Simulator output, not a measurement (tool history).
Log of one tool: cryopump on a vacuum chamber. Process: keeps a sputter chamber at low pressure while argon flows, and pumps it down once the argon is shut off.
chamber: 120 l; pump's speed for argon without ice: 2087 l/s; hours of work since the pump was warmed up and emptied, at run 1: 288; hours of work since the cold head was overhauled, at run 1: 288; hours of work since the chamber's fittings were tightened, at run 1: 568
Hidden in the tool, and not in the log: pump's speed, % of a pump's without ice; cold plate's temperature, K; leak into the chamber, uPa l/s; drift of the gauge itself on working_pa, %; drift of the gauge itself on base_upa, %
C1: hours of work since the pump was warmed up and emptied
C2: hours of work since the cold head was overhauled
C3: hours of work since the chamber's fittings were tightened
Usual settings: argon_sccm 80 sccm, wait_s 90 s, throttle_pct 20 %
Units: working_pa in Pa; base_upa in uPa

{"run": 1, "hour": 0.0, "argon_sccm": 80, "wait_s": 90, "throttle_pct": 20, "C1": 288, "C2": 288, "C3": 568, "working_pa": 0.3505, "base_upa": 1.1}
{"run": 2, "hour": 27.4, "argon_sccm": 80, "wait_s": 90, "throttle_pct": 52, "C1": 302, "C2": 302, "C3": 582, "working_pa": 0.1517, "base_upa": 1.07}
{"run": 3, "hour": 45.5, "argon_sccm": 80, "wait_s": 90, "throttle_pct": 52, "C1": 312, "C2": 312, "C3": 592, "working_pa": 0.1533, "base_upa": 1.13}
{"run": 4, "hour": 77.5, "argon_sccm": 80, "wait_s": 90, "throttle_pct": 52, "C1": 328, "C2": 328, "C3": 609, "working_pa": 0.1555, "base_upa": 1.15}
{"run": 5, "hour": 99.5, "argon_sccm": 80, "wait_s": 90, "throttle_pct": 20, "C1": 340, "C2": 340, "C3": 620, "working_pa": 0.3584, "base_upa": 1.16}
{"run": 6, "hour": 116.2, "argon_sccm": 80, "wait_s": 90, "throttle_pct": 20, "C1": 349, "C2": 349, "C3": 629, "working_pa": 0.3607, "base_upa": 1.21}
{"run": 7, "hour": 131.1, "argon_sccm": 80, "wait_s": 90, "throttle_pct": 20, "C1": 357, "C2": 357, "C3": 637, "working_pa": 0.3569, "base_upa": 1.2}
{"run": 8, "hour": 150.1, "argon_sccm": 80, "wait_s": 90, "throttle_pct": 20, "C1": 367, "C2": 367, "C3": 647, "working_pa": 0.3604, "base_upa": 1.22}
{"hour": 183.0, "done": "pump warmed up, emptied and cooled again"}
{"run": 9, "hour": 185.1, "argon_sccm": 80, "wait_s": 90, "throttle_pct": 20, "C1": 1, "C2": 382, "C3": 663, "working_pa": 0.3251, "base_upa": 0.96}
{"run": 10, "hour": 212.2, "argon_sccm": 80, "wait_s": 90, "throttle_pct": 20, "C1": 15, "C2": 397, "C3": 677, "working_pa": 0.3264, "base_upa": 0.99}
{"run": 11, "hour": 228.4, "argon_sccm": 80, "wait_s": 90, "throttle_pct": 20, "C1": 24, "C2": 405, "C3": 685, "working_pa": 0.3252, "base_upa": 1.01}
{"run": 12, "hour": 252.3, "argon_sccm": 80, "wait_s": 90, "throttle_pct": 20, "C1": 36, "C2": 418, "C3": 698, "working_pa": 0.3273, "base_upa": 0.96}
{"run": 13, "hour": 270.6, "argon_sccm": 80, "wait_s": 90, "throttle_pct": 20, "C1": 46, "C2": 427, "C3": 708, "working_pa": 0.3278, "base_upa": 1.01}
{"run": 14, "hour": 285.2, "argon_sccm": 80, "wait_s": 90, "throttle_pct": 20, "C1": 54, "C2": 435, "C3": 715, "working_pa": 0.3272, "base_upa": 1.02}
{"run": 15, "hour": 316.3, "argon_sccm": 80, "wait_s": 90, "throttle_pct": 20, "C1": 70, "C2": 451, "C3": 732, "working_pa": 0.3287, "base_upa": 1.04}
{"run": 16, "hour": 342.2, "argon_sccm": 80, "wait_s": 90, "throttle_pct": 20, "C1": 84, "C2": 465, "C3": 745, "working_pa": 0.3278, "base_upa": 1.09}
{"run": 17, "hour": 369.4, "argon_sccm": 80, "wait_s": 90, "throttle_pct": 20, "C1": 98, "C2": 479, "C3": 759, "working_pa": 0.3301, "base_upa": 1.07}
{"run": 18, "hour": 388.1, "argon_sccm": 80, "wait_s": 129, "throttle_pct": 20, "C1": 108, "C2": 489, "C3": 769, "working_pa": 0.3291, "base_upa": 0.9}
{"run": 19, "hour": 406.5, "argon_sccm": 80, "wait_s": 129, "throttle_pct": 20, "C1": 117, "C2": 499, "C3": 779, "working_pa": 0.3334, "base_upa": 0.92}
{"run": 20, "hour": 439.1, "argon_sccm": 80, "wait_s": 129, "throttle_pct": 20, "C1": 135, "C2": 516, "C3": 796, "working_pa": 0.3315, "base_upa": 0.96}
{"run": 21, "hour": 455.7, "argon_sccm": 80, "wait_s": 39, "throttle_pct": 16, "C1": 143, "C2": 525, "C3": 805, "working_pa": 0.4147, "base_upa": 1.79}
{"run": 22, "hour": 480.8, "argon_sccm": 80, "wait_s": 39, "throttle_pct": 16, "C1": 156, "C2": 538, "C3": 818, "working_pa": 0.4186, "base_upa": 1.77}
{"run": 23, "hour": 512.7, "argon_sccm": 35, "wait_s": 128, "throttle_pct": 22, "C1": 173, "C2": 554, "C3": 835, "working_pa": 0.1339, "base_upa": 0.98}
{"run": 24, "hour": 541.1, "argon_sccm": 53, "wait_s": 38, "throttle_pct": 22, "C1": 188, "C2": 569, "C3": 850, "working_pa": 0.204, "base_upa": 1.86}
{"run": 25, "hour": 574.0, "argon_sccm": 109, "wait_s": 156, "throttle_pct": 22, "C1": 205, "C2": 587, "C3": 867, "working_pa": 0.4232, "base_upa": 0.92}
{"run": 26, "hour": 601.4, "argon_sccm": 109, "wait_s": 156, "throttle_pct": 22, "C1": 220, "C2": 601, "C3": 881, "working_pa": 0.4227, "base_upa": 1.01}
{"run": 27, "hour": 627.9, "argon_sccm": 137, "wait_s": 86, "throttle_pct": 54, "C1": 234, "C2": 615, "C3": 895, "working_pa": 0.2365, "base_upa": 1.27}
{"run": 28, "hour": 647.9, "argon_sccm": 137, "wait_s": 86, "throttle_pct": 54, "C1": 244, "C2": 625, "C3": 906, "working_pa": 0.2397, "base_upa": 1.28}
{"run": 29, "hour": 679.6, "argon_sccm": 137, "wait_s": 86, "throttle_pct": 54, "C1": 261, "C2": 642, "C3": 922, "working_pa": 0.2412, "base_upa": 1.33}
{"run": 30, "hour": 707.0, "argon_sccm": 51, "wait_s": 48, "throttle_pct": 43, "C1": 275, "C2": 656, "C3": 937, "working_pa": 0.1113, "base_upa": 1.7}
{"run": 31, "hour": 722.9, "argon_sccm": 43, "wait_s": 90, "throttle_pct": 20, "C1": 284, "C2": 665, "C3": 945, "working_pa": 0.1873, "base_upa": 1.31}
{"run": 32, "hour": 740.7, "argon_sccm": 43, "wait_s": 89, "throttle_pct": 42, "C1": 293, "C2": 674, "C3": 954, "working_pa": 0.0962, "base_upa": 1.36}
{"run": 33, "hour": 771.6, "argon_sccm": 44, "wait_s": 90, "throttle_pct": 20, "C1": 309, "C2": 690, "C3": 971, "working_pa": 0.1935, "base_upa": 1.35}
{"run": 34, "hour": 790.8, "argon_sccm": 44, "wait_s": 90, "throttle_pct": 20, "C1": 319, "C2": 701, "C3": 981, "working_pa": 0.1939, "base_upa": 1.29}
{"run": 35, "hour": 811.7, "argon_sccm": 49, "wait_s": 226, "throttle_pct": 20, "C1": 330, "C2": 712, "C3": 992, "working_pa": 0.2135, "base_upa": 1.05}

How the hidden state differs across the entries between the runs, from the last listed run before each to the first after it:
Between runs 8 and 9: pump warmed up, emptied and cooled again (hour 183.0)
  pump's speed, % of a pump's without ice: 64.3 -> 99.8; cold plate's temperature, K: 12.17 -> 12.18; leak into the chamber, uPa l/s: 958 -> 972
  measured less the result without the state, working_pa: +0.0364 -> +0.0003 Pa; base_upa: +0.58 -> +0.32 uPa

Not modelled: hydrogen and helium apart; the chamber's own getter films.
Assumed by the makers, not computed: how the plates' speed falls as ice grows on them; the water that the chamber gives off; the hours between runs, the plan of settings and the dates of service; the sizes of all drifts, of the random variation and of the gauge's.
